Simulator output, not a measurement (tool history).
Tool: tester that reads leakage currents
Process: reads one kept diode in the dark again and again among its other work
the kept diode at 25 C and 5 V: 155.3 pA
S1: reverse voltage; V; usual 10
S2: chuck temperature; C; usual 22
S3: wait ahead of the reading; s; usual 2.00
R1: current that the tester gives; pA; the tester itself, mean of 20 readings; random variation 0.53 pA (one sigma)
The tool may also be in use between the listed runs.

run	hour	S1	S2	S3	R1
1	0.0	10	22	2.00	168.12
2	157.6	10	22	2.00	167.32
3	308.2	10	22	6.78	168.35
4	469.3	10	22	6.78	169.04
5	638.2	10	22	0.37	169.87
6	731.1	10	22	0.37	170.33

Run 7 comes next. What will it give?
7	945.8	10	22	2.00	?

{"run 7": {"R1": 169.51}}
Without the tool's hidden state the same run would have given R1 177.65 pA.
